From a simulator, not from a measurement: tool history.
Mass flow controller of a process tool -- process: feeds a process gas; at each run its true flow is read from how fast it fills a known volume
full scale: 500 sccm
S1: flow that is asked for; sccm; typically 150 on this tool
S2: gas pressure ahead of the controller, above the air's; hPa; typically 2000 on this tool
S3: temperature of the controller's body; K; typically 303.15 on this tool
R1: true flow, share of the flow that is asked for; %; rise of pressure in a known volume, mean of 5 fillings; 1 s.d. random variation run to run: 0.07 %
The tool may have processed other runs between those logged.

Run 1, day 0.000: usual settings. Result: R1 97.34 %.
Run 2, day 4.404: usual settings. Result: R1 97.37 %.
Run 3, day 9.275: usual settings. Result: R1 97.48 %.
Run 4, day 15.004: usual settings. Result: R1 97.60 %.
Run 5, day 21.046: usual settings. Result: R1 97.62 %.
Run 6, day 25.379: usual settings. Result: R1 97.73 %.
Run 7, day 29.717: usual settings. Result: R1 97.70 %.
Run 8, day 32.854: usual settings. Result: R1 97.87 %.
Run 9, day 38.108: usual settings but S1 192 sccm. Result: R1 98.09 %.
Run 10, day 41.233: usual settings but S1 192 sccm. Result: R1 98.31 %.
Run 11, day 44.296: usual settings but S2 2620 hPa. Result: R1 97.78 %.
Run 12, day 50.150: usual settings but S2 2620 hPa. Result: R1 97.72 %.
Run 13, day 54.042: usual settings. Result: R1 98.15 %.
Run 14, day 60.179: usual settings. Result: R1 98.27 %.
Run 15, day 63.442: usual settings. Result: R1 98.23 %.
At day 65.325: gauge calibrated.
Run 16, day 69.262: usual settings. Result: R1 97.46 %.
Run 17, day 74.971: usual settings. Result: R1 97.46 %.
Run 18, day 78.879: usual settings. Result: R1 97.60 %.
Run 19, day 82.500: usual settings. Result: R1 97.50 %.
Run 20, day 86.888: usual settings but S3 293.15 K. Result: R1 98.33 %.
Run 21, day 90.629: usual settings but S3 296.15 K. Result: R1 98.21 %.
Run 22, day 96.012: usual settings but S1 130 sccm, S2 2320 hPa, S3 294.15 K. Result: R1 98.10 %.
Run 23, day 99.600: usual settings but S2 1750 hPa. Result: R1 97.87 %.
Run 24, day 102.092: usual settings but S1 414 sccm, S3 299.15 K. Result: R1 99.83 %.
Run 25, day 104.633: usual settings but S1 116 sccm, S2 1950 hPa, S3 313.15 K. Result: R1 96.97 %.
Run 26, day 109.812: usual settings but S1 101 sccm, S2 1900 hPa, S3 313.15 K. Result: R1 96.87 %.
Run 27, day 115.567: usual settings but S1 314 sccm, S2 1860 hPa, S3 309.15 K. Result: R1 98.76 %.
Run 28, day 121.262: usual settings but S1 202 sccm, S2 2580 hPa, S3 307.15 K. Result: R1 98.03 %.
Run 29, day 125.971: usual settings but S2 2080 hPa, S3 293.15 K. Result: R1 98.87 %.
Run 30, day 131.008: usual settings but S2 1530 hPa, S3 294.15 K. Result: R1 99.18 %.
Run 31, day 134.575: usual settings but S2 1530 hPa, S3 294.15 K. Result: R1 99.12 %.
Run 32, day 140.033: usual settings but S1 302 sccm, S2 1650 hPa. Result: R1 99.57 %.
Run 33, day 145.162: usual settings but S1 50 sccm, S3 309.15 K. Result: R1 97.39 %.
Run 34, day 151.175: usual settings but S1 142 sccm, S2 1630 hPa. Result: R1 98.68 %.

For run 35, what comes out?
Run 35, day 154.396: usual settings but S1 142 sccm, S2 1630 hPa. Result: R1 ?.

R1: 98.71 %
Without the tool's hidden state the same run would have given R1 97.51 %.

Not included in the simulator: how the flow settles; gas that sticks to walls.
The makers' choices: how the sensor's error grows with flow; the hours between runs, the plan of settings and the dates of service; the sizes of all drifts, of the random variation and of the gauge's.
